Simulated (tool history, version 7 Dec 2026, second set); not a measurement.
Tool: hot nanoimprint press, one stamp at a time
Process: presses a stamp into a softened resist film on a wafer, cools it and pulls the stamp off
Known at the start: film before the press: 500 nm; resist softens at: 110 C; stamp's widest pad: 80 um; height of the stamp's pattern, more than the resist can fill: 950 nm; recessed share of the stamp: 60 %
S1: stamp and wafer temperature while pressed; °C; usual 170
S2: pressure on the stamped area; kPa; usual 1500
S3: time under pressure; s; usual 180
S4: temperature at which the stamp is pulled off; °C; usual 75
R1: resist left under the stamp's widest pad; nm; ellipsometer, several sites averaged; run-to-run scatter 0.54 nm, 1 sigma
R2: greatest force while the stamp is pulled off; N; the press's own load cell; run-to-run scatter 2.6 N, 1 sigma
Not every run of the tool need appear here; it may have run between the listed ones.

{"run": 1, "hour": 0.0, "S1": 170, "S2": 1500, "S3": 180, "S4": 75, "R1": 199.1, "R2": 131}
{"run": 2, "hour": 26.9, "S1": 170, "S2": 1500, "S3": 180, "S4": 75, "R1": 198.9, "R2": 132}
{"run": 3, "hour": 62.0, "S1": 170, "S2": 1500, "S3": 180, "S4": 75, "R1": 199.6, "R2": 132}
{"run": 4, "hour": 89.8, "S1": 170, "S2": 1500, "S3": 180, "S4": 75, "R1": 199.2, "R2": 127}
{"run": 5, "hour": 121.7, "S1": 170, "S2": 1500, "S3": 180, "S4": 75, "R1": 197.7, "R2": 131}
{"run": 6, "hour": 145.4, "S1": 170, "S2": 1500, "S3": 160, "S4": 75, "R1": 206.8, "R2": 132}
{"run": 7, "hour": 198.8, "S1": 170, "S2": 1120, "S3": 180, "S4": 75, "R1": 234.5, "R2": 132}
{"run": 8, "hour": 244.7, "S1": 170, "S2": 1120, "S3": 180, "S4": 75, "R1": 234.4, "R2": 133}
{"run": 9, "hour": 271.4, "S1": 170, "S2": 1120, "S3": 180, "S4": 75, "R1": 234.6, "R2": 132}
{"run": 10, "hour": 299.8, "S1": 170, "S2": 1120, "S3": 180, "S4": 75, "R1": 233.4, "R2": 128}
{"run": 11, "hour": 325.3, "S1": 170, "S2": 1120, "S3": 180, "S4": 75, "R1": 233.3, "R2": 135}
{"run": 12, "hour": 365.2, "S1": 170, "S2": 1120, "S3": 180, "S4": 75, "R1": 233.8, "R2": 133}
{"run": 13, "hour": 417.1, "S1": 170, "S2": 1500, "S3": 180, "S4": 75, "R1": 198.6, "R2": 134}
{"run": 14, "hour": 466.4, "S1": 170, "S2": 1500, "S3": 180, "S4": 75, "R1": 197, "R2": 132}
{"run": 15, "hour": 502.2, "S1": 170, "S2": 1500, "S3": 331, "S4": 75, "R1": 159.9, "R2": 131}
{"hour": 524.5, "done": "stamp cleaned and given a new release coat"}
{"run": 16, "hour": 560.8, "S1": 175, "S2": 2010, "S3": 136, "S4": 71, "R1": 153, "R2": 136}
{"run": 17, "hour": 615.9, "S1": 168, "S2": 1350, "S3": 214, "S4": 74, "R1": 212.4, "R2": 130}
{"run": 18, "hour": 647.7, "S1": 170, "S2": 1500, "S3": 178, "S4": 80, "R1": 197.6, "R2": 125}
{"hour": 688.9, "done": "plate thermocouple calibrated"}
{"run": 19, "hour": 703.6, "S1": 159, "S2": 1500, "S3": 160, "S4": 75, "R1": 306.1, "R2": 127}
{"run": 20, "hour": 735.9, "S1": 170, "S2": 1500, "S3": 313, "S4": 81, "R1": 163.1, "R2": 122}
{"run": 21, "hour": 781.8, "S1": 169, "S2": 1460, "S3": 92, "S4": 62, "R1": 258, "R2": 143}
{"run": 22, "hour": 826.4, "S1": 169, "S2": 1460, "S3": 92, "S4": 62, "R1": 257.3, "R2": 149}
{"run": 23, "hour": 877.1, "S1": 169, "S2": 1460, "S3": 92, "S4": 62, "R1": 258.1, "R2": 143}
{"run": 24, "hour": 923.8, "S1": 170, "S2": 1500, "S3": 251, "S4": 61, "R1": 175.2, "R2": 144}
{"run": 25, "hour": 967.2, "S1": 166, "S2": 1220, "S3": 159, "S4": 69, "R1": 265.2, "R2": 141}
{"run": 26, "hour": 1015.0, "S1": 160, "S2": 1220, "S3": 231, "S4": 74, "R1": 292.7, "R2": 132}
{"run": 27, "hour": 1049.4, "S1": 160, "S2": 1220, "S3": 231, "S4": 74, "R1": 293.8, "R2": 138}
{"hour": 1062.4, "done": "stamp cleaned and given a new release coat"}
{"run": 28, "hour": 1079.6, "S1": 160, "S2": 1220, "S3": 231, "S4": 74, "R1": 293.3, "R2": 126}
{"run": 29, "hour": 1121.9, "S1": 160, "S2": 1220, "S3": 231, "S4": 74, "R1": 292.8, "R2": 133}

What if the next run were any one of these 5? Each begins from the tool's condition after run 29:
{"run": "A", "hour": 1171.2, "S1": 170, "S2": 1250, "S3": 180, "S4": 75, "R1": "?", "R2": "?"}
{"run": "B", "hour": 1171.2, "S1": 176, "S2": 1500, "S3": 231, "S4": 71, "R1": "?", "R2": "?"}
{"run": "C", "hour": 1171.2, "S1": 170, "S2": 2010, "S3": 96, "S4": 75, "R1": "?", "R2": "?"}
{"run": "D", "hour": 1171.2, "S1": 158, "S2": 2190, "S3": 231, "S4": 73, "R1": "?", "R2": "?"}
{"run": "E", "hour": 1171.2, "S1": 170, "S2": 1220, "S3": 231, "S4": 78, "R1": "?", "R2": "?"}

run=A R1=217.9 R2=133
run=B R1=145.8 R2=133
run=C R1=204.9 R2=127
run=D R1=235.9 R2=133
run=E R1=204.3 R2=130
Take away the tool's hidden state, keep each run's random variation, and the runs would have read:
run=A R1=221.1 R2=132
run=B R1=147.9 R2=132
run=C R1=207.8 R2=127
run=D R1=239.4 R2=133
run=E R1=207.3 R2=130
